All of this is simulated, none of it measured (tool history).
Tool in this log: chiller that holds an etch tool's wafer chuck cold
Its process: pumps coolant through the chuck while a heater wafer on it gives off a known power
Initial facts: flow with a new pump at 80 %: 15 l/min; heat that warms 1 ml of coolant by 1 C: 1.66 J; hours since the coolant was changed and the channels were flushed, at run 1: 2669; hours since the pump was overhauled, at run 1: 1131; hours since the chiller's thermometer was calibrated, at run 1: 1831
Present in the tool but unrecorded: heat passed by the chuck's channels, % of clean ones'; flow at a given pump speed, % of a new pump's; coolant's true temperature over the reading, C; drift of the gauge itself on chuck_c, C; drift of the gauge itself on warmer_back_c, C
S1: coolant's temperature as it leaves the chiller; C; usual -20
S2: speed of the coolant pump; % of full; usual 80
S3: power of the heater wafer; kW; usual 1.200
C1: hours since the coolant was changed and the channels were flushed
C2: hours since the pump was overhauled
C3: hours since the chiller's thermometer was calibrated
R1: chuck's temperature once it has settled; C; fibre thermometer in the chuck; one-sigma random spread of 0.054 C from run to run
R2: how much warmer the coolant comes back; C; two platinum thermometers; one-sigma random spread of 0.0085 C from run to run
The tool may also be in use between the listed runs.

{"run": 1, "hour": 0.0, "S1": -20, "S2": 80, "S3": 1.2, "C1": 2669, "C2": 1131, "C3": 1831, "R1": -12.79, "R2": 2.875}
{"run": 2, "hour": 24.9, "S1": -20, "S2": 80, "S3": 1.595, "C1": 2694, "C2": 1156, "C3": 1856, "R1": -10.38, "R2": 3.837}
{"run": 3, "hour": 60.5, "S1": -20, "S2": 80, "S3": 1.595, "C1": 2729, "C2": 1192, "C3": 1892, "R1": -10.44, "R2": 3.852}
{"run": 4, "hour": 81.4, "S1": -20, "S2": 80, "S3": 1.2, "C1": 2750, "C2": 1213, "C3": 1913, "R1": -12.74, "R2": 2.933}
{"run": 5, "hour": 109.4, "S1": -20, "S2": 80, "S3": 1.2, "C1": 2778, "C2": 1241, "C3": 1941, "R1": -12.84, "R2": 2.931}
{"run": 6, "hour": 151.9, "S1": -20, "S2": 80, "S3": 1.2, "C1": 2821, "C2": 1283, "C3": 1983, "R1": -12.79, "R2": 2.97}
{"run": 7, "hour": 174.0, "S1": -20, "S2": 80, "S3": 1.2, "C1": 2843, "C2": 1305, "C3": 2005, "R1": -12.84, "R2": 2.969}
{"run": 8, "hour": 206.0, "S1": -20, "S2": 80, "S3": 1.2, "C1": 2875, "C2": 1337, "C3": 2037, "R1": -12.9, "R2": 2.983}
{"run": 9, "hour": 251.1, "S1": -20, "S2": 80, "S3": 1.2, "C1": 2920, "C2": 1382, "C3": 2082, "R1": -12.8, "R2": 3.006}
{"run": 10, "hour": 298.3, "S1": -20, "S2": 80, "S3": 1.2, "C1": 2967, "C2": 1430, "C3": 2129, "R1": -12.81, "R2": 3.025}
{"run": 11, "hour": 320.6, "S1": -20, "S2": 80, "S3": 1.2, "C1": 2989, "C2": 1452, "C3": 2152, "R1": -12.79, "R2": 3.032}
{"run": 12, "hour": 360.8, "S1": -19, "S2": 80, "S3": 1.2, "C1": 3030, "C2": 1492, "C3": 2192, "R1": -11.79, "R2": 3.067}
{"run": 13, "hour": 408.2, "S1": -19, "S2": 80, "S3": 1.2, "C1": 3077, "C2": 1540, "C3": 2239, "R1": -11.87, "R2": 3.098}
{"run": 14, "hour": 451.4, "S1": -19, "S2": 80, "S3": 1.2, "C1": 3120, "C2": 1583, "C3": 2283, "R1": -11.77, "R2": 3.126}
{"run": 15, "hour": 483.5, "S1": -20, "S2": 61, "S3": 1.2, "C1": 3152, "C2": 1615, "C3": 2315, "R1": -11.29, "R2": 4.131}
{"run": 16, "hour": 512.1, "S1": -20, "S2": 80, "S3": 1.2, "C1": 3181, "C2": 1643, "C3": 2343, "R1": -12.7, "R2": 3.135}
{"run": 17, "hour": 541.5, "S1": -20, "S2": 80, "S3": 1.2, "C1": 3210, "C2": 1673, "C3": 2373, "R1": -12.87, "R2": 3.162}
{"run": 18, "hour": 572.9, "S1": -20, "S2": 80, "S3": 1.2, "C1": 3242, "C2": 1704, "C3": 2404, "R1": -12.78, "R2": 3.178}
{"run": 19, "hour": 613.5, "S1": -20, "S2": 80, "S3": 1.2, "C1": 3282, "C2": 1745, "C3": 2445, "R1": -12.76, "R2": 3.187}
{"run": 20, "hour": 651.3, "S1": -25, "S2": 80, "S3": 1.2, "C1": 3320, "C2": 1783, "C3": 2482, "R1": -17.85, "R2": 3.206}
{"run": 21, "hour": 693.3, "S1": -19, "S2": 63, "S3": 0.626, "C1": 3362, "C2": 1825, "C3": 2524, "R1": -14.62, "R2": 2.315}
{"run": 22, "hour": 735.0, "S1": -20, "S2": 79, "S3": 0.683, "C1": 3404, "C2": 1866, "C3": 2566, "R1": -15.82, "R2": 2.038}
{"run": 23, "hour": 763.3, "S1": -20, "S2": 79, "S3": 1.719, "C1": 3432, "C2": 1895, "C3": 2594, "R1": -9.57, "R2": 4.577}
{"run": 24, "hour": 804.6, "S1": -20, "S2": 80, "S3": 0.64, "C1": 3473, "C2": 1936, "C3": 2636, "R1": -16.15, "R2": 1.932}
{"run": 25, "hour": 836.7, "S1": -20, "S2": 84, "S3": 0.624, "C1": 3505, "C2": 1968, "C3": 2668, "R1": -16.48, "R2": 1.823}
{"run": 26, "hour": 874.1, "S1": -20, "S2": 84, "S3": 0.624, "C1": 3543, "C2": 2005, "C3": 2705, "R1": -16.4, "R2": 1.87}
{"hour": 901.1, "done": "gauge calibrated"}
{"hour": 907.4, "done": "chiller's thermometer calibrated"}
{"run": 27, "hour": 917.7, "S1": -17, "S2": 68, "S3": 1.2, "C1": 3585, "C2": 2048, "C3": 10, "R1": -8.88, "R2": 3.46}
{"run": 28, "hour": 960.8, "S1": -17, "S2": 68, "S3": 1.2, "C1": 3629, "C2": 2091, "C3": 53, "R1": -8.91, "R2": 3.484}
{"run": 29, "hour": 980.6, "S1": -20, "S2": 79, "S3": 1.2, "C1": 3648, "C2": 2111, "C3": 73, "R1": -12.73, "R2": 2.953}

Run 30 has not been measured yet. What should we expect?
{"run": 30, "hour": 1026.2, "S1": -20, "S2": 91, "S3": 1.2, "C1": 3694, "C2": 2157, "C3": 119, "R1": "?", "R2": "?"}

Run 30 yielded R1 -13.39 C, R2 2.571 C.
Minus the tool's unlogged condition, the same run would have read R1 -13.40 C, R2 2.507 C.
